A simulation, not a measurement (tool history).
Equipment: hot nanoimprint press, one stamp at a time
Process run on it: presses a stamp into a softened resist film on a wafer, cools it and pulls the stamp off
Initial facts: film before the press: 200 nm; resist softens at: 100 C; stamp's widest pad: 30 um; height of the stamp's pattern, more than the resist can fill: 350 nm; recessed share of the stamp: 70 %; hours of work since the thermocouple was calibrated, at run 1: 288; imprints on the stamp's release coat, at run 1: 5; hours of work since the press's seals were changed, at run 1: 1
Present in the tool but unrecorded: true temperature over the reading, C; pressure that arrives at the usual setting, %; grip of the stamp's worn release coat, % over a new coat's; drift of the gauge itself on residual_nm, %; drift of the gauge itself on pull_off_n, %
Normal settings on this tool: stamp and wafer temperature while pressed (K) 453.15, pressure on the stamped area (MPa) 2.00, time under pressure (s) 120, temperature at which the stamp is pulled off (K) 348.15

run     day  stamp and wafer temperature while pressed (K)  pressure on the stamped area (MPa)  time under pressure (s)  temperature at which the stamp is pulled off (K)  hours of work since the thermocouple was calibrated  imprints on the stamp's release coat  hours of work since the press's seals were changed  resist left under the stamp's widest pad (nm)  greatest force while the stamp is pulled off (N)
  1   0.000                                         453.15                                2.00                      120                                            348.15                                                  288                                     5                                                   1                                           95.9                                                92
  2   0.850                                         453.15                                2.00                      120                                            348.15                                                  301                                    49                                                  14                                           96.2                                                98
  3   2.738                                         453.15                                2.00                      120                                            348.15                                                  328                                   146                                                  42                                           95.6                                               100
  4   4.188                                         453.15                                2.00                      120                                            348.15                                                  350                                   222                                                  63                                           96.0                                               106
  5   6.088                                         453.15                                2.00                      120                                            348.15                                                  378                                   320                                                  91                                           95.2                                               102
  6   7.525                                         453.15                                2.00                      120                                            348.15                                                  399                                   394                                                 112                                           95.0                                               107
  7   8.771                                         453.15                                2.15                      120                                            348.15                                                  418                                   459                                                 131                                           93.2                                               109
  8   9.658                                         453.15                                2.15                      120                                            348.15                                                  431                                   505                                                 144                                           91.5                                               107
  9  11.033                                         453.15                                2.15                      120                                            348.15                                                  451                                   576                                                 164                                           92.4                                               117
     11.742  -- plate thermocouple calibrated
 10  12.842                                         453.15                                2.00                      120                                            348.15                                                   16                                   663                                                 189                                          100.7                                               120
 11  14.292                                         453.15                                1.23                      120                                            348.15                                                   38                                   738                                                 211                                          119.6                                               123
 12  16.121                                         453.15                                1.23                      120                                            348.15                                                   65                                   833                                                 238                                          118.7                                               123
 13  17.562                                         453.15                                1.23                      120                                            348.15                                                   86                                   908                                                 259                                          118.3                                               138
 14  18.762                                         453.15                                2.00                      120                                            348.15                                                  104                                   970                                                 277                                           99.7                                               130
 15  20.742                                         453.15                                2.00                      120                                            348.15                                                  133                                  1072                                                 306                                           99.3                                               135
 16  22.075                                         453.15                                2.00                      120                                            348.15                                                  153                                  1141                                                 326                                           98.5                                               137
 17  23.100                                         453.15                                2.00                      120                                            348.15                                                  168                                  1195                                                 341                                          100.0                                               139
 18  23.925                                         453.15                                2.13                       98                                            348.15                                                  180                                  1237                                                 353                                          103.8                                               141
 19  25.479                                         453.15                                2.13                       98                                            348.15                                                  203                                  1318                                                 376                                          103.8                                               148
     27.604  -- stamp cleaned and given a new release coat
 20  27.742                                         453.15                                2.13                       98                                            348.15                                                  233                                     7                                                 406                                          104.1                                                94
 21  28.650                                         453.15                                2.13                       98                                            348.15                                                  246                                    54                                                 419                                          102.7                                               100

The next listed run, before its measurement:
 22  29.608                                         453.15                                2.92                      123                                            348.15                                                  260                                   104                                                 433                                              ?                                                 ?

resist left under the stamp's widest pad (nm): 83.6
greatest force while the stamp is pulled off (N): 99
With no hidden state in the tool, this same run would have given resist left under the stamp's widest pad (nm) 86.8, greatest force while the stamp is pulled off (N) 97.
